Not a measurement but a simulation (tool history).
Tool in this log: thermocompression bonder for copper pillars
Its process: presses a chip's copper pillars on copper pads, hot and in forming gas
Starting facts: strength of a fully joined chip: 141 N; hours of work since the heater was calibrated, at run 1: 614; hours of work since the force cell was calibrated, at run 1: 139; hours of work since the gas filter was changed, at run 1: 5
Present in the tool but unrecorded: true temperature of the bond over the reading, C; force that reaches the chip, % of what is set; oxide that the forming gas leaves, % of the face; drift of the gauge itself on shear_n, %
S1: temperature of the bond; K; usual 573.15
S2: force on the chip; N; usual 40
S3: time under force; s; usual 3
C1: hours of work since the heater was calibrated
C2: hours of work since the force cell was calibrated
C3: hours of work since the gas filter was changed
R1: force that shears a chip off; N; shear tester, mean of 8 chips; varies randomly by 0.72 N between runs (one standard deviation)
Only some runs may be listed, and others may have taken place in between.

Run 1, hour 0.0: usual settings; C1 614; C2 139; C3 5. Result: R1 66.7 N.
Run 2, hour 11.2: usual settings; C1 620; C2 145; C3 11. Result: R1 66.6 N.
Run 3, hour 18.1: usual settings; C1 623; C2 149; C3 15. Result: R1 67.1 N.
Run 4, hour 29.4: usual settings; C1 629; C2 155; C3 21. Result: R1 66.4 N.
Run 5, hour 41.4: usual settings; C1 636; C2 161; C3 27. Result: R1 66.2 N.
Run 6, hour 53.1: usual settings but S2 27 N; C1 642; C2 167; C3 33. Result: R1 54.8 N.
Run 7, hour 60.4: usual settings but S1 594.15 K; C1 646; C2 171; C3 37. Result: R1 80.8 N.
Run 8, hour 69.9: usual settings; C1 651; C2 176; C3 42. Result: R1 66.1 N.
Run 9, hour 78.4: usual settings; C1 655; C2 181; C3 47. Result: R1 66.0 N.
Run 10, hour 87.7: usual settings; C1 660; C2 186; C3 52. Result: R1 66.4 N.
Run 11, hour 93.9: usual settings but S3 2 s; C1 664; C2 189; C3 55. Result: R1 58.6 N.
Run 12, hour 105.8: usual settings but S3 2 s; C1 670; C2 195; C3 61. Result: R1 56.7 N.
Run 13, hour 113.8: usual settings but S3 2 s; C1 674; C2 200; C3 66. Result: R1 58.1 N.
Run 14, hour 124.6: usual settings but S3 2 s; C1 680; C2 205; C3 71. Result: R1 56.8 N.
Run 15, hour 131.7: usual settings but S3 2 s; C1 684; C2 209; C3 75. Result: R1 56.5 N.
Run 16, hour 142.1: usual settings but S3 2 s; C1 689; C2 215; C3 81. Result: R1 56.8 N.
Run 17, hour 153.6: usual settings but S3 7 s; C1 695; C2 221; C3 87. Result: R1 85.2 N.
Run 18, hour 164.2: usual settings but S3 7 s; C1 701; C2 226; C3 92. Result: R1 89.0 N.
Run 19, hour 174.8: usual settings but S3 7 s; C1 707; C2 232; C3 98. Result: R1 87.6 N.
Run 20, hour 180.2: usual settings but S1 582.15 K, S2 39 N; C1 710; C2 235; C3 101. Result: R1 71.8 N.
Run 21, hour 190.0: usual settings but S1 582.15 K, S2 43 N, S3 5 s; C1 715; C2 240; C3 106. Result: R1 84.9 N.
Run 22, hour 199.6: usual settings but S1 555.15 K, S2 26 N, S3 5 s; C1 720; C2 245; C3 111. Result: R1 52.6 N.
Run 23, hour 205.7: usual settings but S1 555.15 K, S2 26 N, S3 5 s; C1 723; C2 249; C3 115. Result: R1 52.9 N.
Run 24, hour 211.6: usual settings but S1 599.15 K, S2 39 N, S3 5 s; C1 726; C2 252; C3 118. Result: R1 95.6 N.
Run 25, hour 217.7: usual settings but S1 599.15 K, S2 39 N, S3 5 s; C1 730; C2 255; C3 121. Result: R1 94.4 N.
Run 26, hour 226.7: usual settings but S1 599.15 K, S3 5 s; C1 734; C2 260; C3 126. Result: R1 95.8 N.
Run 27, hour 236.4: usual settings but S1 570.15 K, S2 38 N, S3 4 s; C1 740; C2 265; C3 131. Result: R1 68.4 N.
Run 28, hour 242.3: usual settings but S1 570.15 K, S2 38 N, S3 4 s; C1 743; C2 268; C3 134. Result: R1 69.2 N.
Run 29, hour 252.8: usual settings but S2 43 N; C1 748; C2 274; C3 140. Result: R1 67.2 N.
Run 30, hour 259.1: usual settings but S1 593.15 K, S2 43 N, S3 2 s; C1 752; C2 277; C3 143. Result: R1 70.3 N.
Run 31, hour 264.1: usual settings but S2 24 N, S3 5 s; C1 754; C2 280; C3 146. Result: R1 61.6 N.
Run 32, hour 273.5: usual settings but S1 563.15 K, S2 59 N, S3 7 s; C1 759; C2 285; C3 151. Result: R1 93.2 N.
Run 33, hour 281.5: usual settings but S1 600.15 K, S2 38 N, S3 6 s; C1 764; C2 289; C3 155. Result: R1 98.9 N.
Run 34, hour 291.1: usual settings but S1 586.15 K, S2 38 N, S3 2 s; C1 769; C2 294; C3 160. Result: R1 63.2 N.
Run 35, hour 301.6: usual settings but S1 586.15 K, S2 38 N, S3 2 s; C1 774; C2 300; C3 166. Result: R1 62.3 N.
Run 36, hour 312.8: usual settings but S1 586.15 K, S2 29 N, S3 4 s; C1 780; C2 306; C3 172. Result: R1 69.6 N.

Measured minus without-hidden-state, run by run (identical run-to-run variation in each term; gauge scatter may differ):
run    R1
  1  -4.4
  2  -4.5
  3  -4.5
  4  -4.5
  5  -4.6
  6  -4.1
  7  -4.7
  8  -4.7
  9  -4.7
 10  -4.7
 11  -4.4
 12  -4.6
 13  -4.6
 14  -4.6
 15  -4.5
 16  -4.6
 17  -5.4
 18  -5.7
 19  -5.7
 20  -5.3
 21  -5.5
 22  -5.0
 23  -5.0
 24  -5.4
 25  -5.3
 26  -5.5
 27  -5.6
 28  -5.6
 29  -5.6
 30  -5.4
 31  -5.5
 32  -6.5
 33  -5.6
 34  -5.3
 35  -5.4
 36  -5.7

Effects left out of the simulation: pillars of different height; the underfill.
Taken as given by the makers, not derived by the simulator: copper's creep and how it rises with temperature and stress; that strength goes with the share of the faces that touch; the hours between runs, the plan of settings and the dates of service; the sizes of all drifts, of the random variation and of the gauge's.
